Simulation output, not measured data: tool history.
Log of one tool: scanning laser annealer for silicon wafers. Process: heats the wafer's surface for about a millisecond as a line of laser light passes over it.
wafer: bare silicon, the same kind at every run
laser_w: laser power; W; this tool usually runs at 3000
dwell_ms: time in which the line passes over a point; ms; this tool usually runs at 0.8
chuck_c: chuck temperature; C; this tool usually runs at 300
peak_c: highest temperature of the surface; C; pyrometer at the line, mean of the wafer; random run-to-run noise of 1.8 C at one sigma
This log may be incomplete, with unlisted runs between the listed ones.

| run | day | laser_w | dwell_ms | chuck_c | peak_c |
|---|---|---|---|---|---|
| 1 | 0 | 3000 | 0.8 | 300 | 1009 |
| 2 | 0.246 | 3000 | 0.8 | 300 | 1012 |
| 3 | 0.608 | 3000 | 0.8 | 300 | 1012 |
| 4 | 0.888 | 3000 | 0.8 | 300 | 1010 |
| 5 | 1.071 | 3000 | 0.8 | 300 | 1008 |
| 6 | 1.279 | 3000 | 0.8 | 300 | 1009 |
| 7 | 1.621 | 3000 | 0.8 | 300 | 1009 |
| 8 | 1.979 | 3000 | 0.8 | 300 | 1010 |
| 9 | 2.317 | 3000 | 0.8 | 290 | 998 |
| 10 | 2.65 | 2620 | 0.8 | 300 | 898 |
| 11 | 2.904 | 3000 | 0.8 | 300 | 1007 |
| 12 | 3.292 | 3000 | 0.8 | 300 | 1008 |
| 13 | 3.542 | 3178 | 0.8 | 300 | 1059 |
| 14 | 3.842 | 3178 | 0.8 | 300 | 1056 |
|  | 3.962 | window over the wafer cleaned |
| 15 | 4.154 | 3178 | 0.8 | 300 | 1043 |
| 16 | 4.438 | 3178 | 0.8 | 300 | 1045 |
| 17 | 4.679 | 3000 | 0.8 | 300 | 993 |
| 18 | 4.967 | 3000 | 0.8 | 300 | 993 |
| 19 | 5.217 | 3000 | 0.637 | 300 | 923 |
|  | 5.35 | window over the wafer cleaned, once more |
| 20 | 5.683 | 3000 | 0.681 | 300 | 973 |
| 21 | 5.992 | 3000 | 0.681 | 300 | 971 |
| 22 | 6.233 | 3029 | 0.814 | 316 | 1053 |
| 23 | 6.592 | 3152 | 0.911 | 316 | 1134 |
| 24 | 6.875 | 3152 | 0.911 | 316 | 1133 |
| 25 | 7.188 | 3152 | 0.911 | 316 | 1132 |
| 26 | 7.567 | 3152 | 0.911 | 316 | 1130 |
| 27 | 7.792 | 2922 | 0.836 | 322 | 1034 |
| 28 | 7.954 | 3025 | 0.565 | 283 | 904 |
| 29 | 8.204 | 2637 | 0.8 | 300 | 912 |
| 30 | 8.488 | 2699 | 0.635 | 301 | 867 |
| 31 | 8.842 | 3000 | 0.895 | 307 | 1067 |
| 32 | 9.05 | 3000 | 0.929 | 290 | 1061 |
| 33 | 9.438 | 2768 | 0.565 | 300 | 853 |
| 34 | 9.667 | 2921 | 0.638 | 261 | 886 |
| 35 | 9.962 | 2921 | 0.638 | 261 | 890 |
| 36 | 10.212 | 3000 | 0.985 | 293 | 1083 |
| 37 | 10.4 | 3000 | 0.985 | 293 | 1080 |
| 38 | 10.646 | 2842 | 0.851 | 322 | 1013 |
| 39 | 11.008 | 2842 | 0.665 | 322 | 937 |
| 40 | 11.288 | 2881 | 0.632 | 280 | 891 |
| 41 | 11.554 | 2881 | 0.632 | 280 | 891 |

Consider 3 possible next runs. They are alternatives, not a sequence: every one starts from the tool as it was left by run 41. What does each give?
| A | 11.712 | 3074 | 0.919 | 276 | ? |
| B | 11.712 | 2683 | 0.907 | 265 | ? |
| C | 11.712 | 2881 | 0.632 | 326 | ? |

| run | peak_c |
|---|---|
| A | 1061 |
| B | 923 |
| C | 934 |
The same runs, with their run-to-run variation unchanged, on a tool lacking any hidden condition would have given:
| run | peak_c |
|---|---|
| A | 1077 |
| B | 936 |
| C | 947 |
